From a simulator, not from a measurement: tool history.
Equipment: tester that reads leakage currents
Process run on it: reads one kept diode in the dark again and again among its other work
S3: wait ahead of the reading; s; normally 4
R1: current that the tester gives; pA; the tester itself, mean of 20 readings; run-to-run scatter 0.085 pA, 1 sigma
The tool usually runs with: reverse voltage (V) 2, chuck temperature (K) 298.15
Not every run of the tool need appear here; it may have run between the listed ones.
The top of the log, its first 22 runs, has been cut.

Run 23, hour 1873.3: usual settings but reverse voltage (V) 17.85, chuck temperature (K) 304.15. Result: R1 110.22 pA.
Run 24, hour 1932.8: usual settings but reverse voltage (V) 17.85, chuck temperature (K) 304.15. Result: R1 110.83 pA.
Run 25, hour 2010.5: usual settings but reverse voltage (V) 5.01, chuck temperature (K) 314.15, S3 0.36 s. Result: R1 134.06 pA.
Run 26, hour 2082.2: usual settings but reverse voltage (V) 4.68, chuck temperature (K) 300.15, S3 4.8 s. Result: R1 40.86 pA.
Run 27, hour 2144.9: usual settings but reverse voltage (V) 4.68, chuck temperature (K) 300.15, S3 4.8 s. Result: R1 41.12 pA.
Run 28, hour 2200.5: usual settings but reverse voltage (V) 15.93, chuck temperature (K) 330.15, S3 2.97 s. Result: R1 750.06 pA.
Run 29, hour 2304.6: usual settings but reverse voltage (V) 1.14, chuck temperature (K) 299.15, S3 0.66 s. Result: R1 19.33 pA.
At hour 2349.4: probe card cleaned and baked.
Run 30, hour 2394: usual settings but reverse voltage (V) 3.67, chuck temperature (K) 327.15, S3 2.46 s. Result: R1 296.33 pA.
Run 31, hour 2500.4: usual settings but reverse voltage (V) 4, chuck temperature (K) 296.15, S3 5.33 s. Result: R1 26.99 pA.
Run 32, hour 2566.9: usual settings but chuck temperature (K) 307.15, S3 3.11 s. Result: R1 48.21 pA.
Run 33, hour 2672.1: usual settings but chuck temperature (K) 307.15, S3 3.11 s. Result: R1 47.99 pA.
Run 34, hour 2784.1: usual settings but chuck temperature (K) 325.15, S3 9.24 s. Result: R1 191.68 pA.
At hour 2828.6: chuck's temperature calibrated.
Run 35, hour 2835.1: usual settings but reverse voltage (V) 5.38, chuck temperature (K) 303.15. Result: R1 56.32 pA.
Run 36, hour 2889.6: usual settings but reverse voltage (V) 5.38, chuck temperature (K) 303.15. Result: R1 56.58 pA.
Run 37, hour 2968.8: usual settings but reverse voltage (V) 5.38, chuck temperature (K) 303.15. Result: R1 56.28 pA.

4 ways to go on from here, each from the tool as it stands after run 37. What would each give?
Run A, hour 3071: usual settings but reverse voltage (V) 4.91. Result: R1 ?.
Run B, hour 3071: usual settings but reverse voltage (V) 4.13. Result: R1 ?.
Run C, hour 3071: usual settings but reverse voltage (V) 1.79, chuck temperature (K) 305.15. Result: R1 ?.
Run D, hour 3071: usual settings but reverse voltage (V) 2.79, S3 1.35 s. Result: R1 ?.

run     R1
  A  35.41
  B  32.61
  C  38.85
  D   27.4
Take away the tool's hidden state, keep each run's random variation, and the runs would have read:
run     R1
  A  35.41
  B  32.61
  C  38.85
  D   27.4
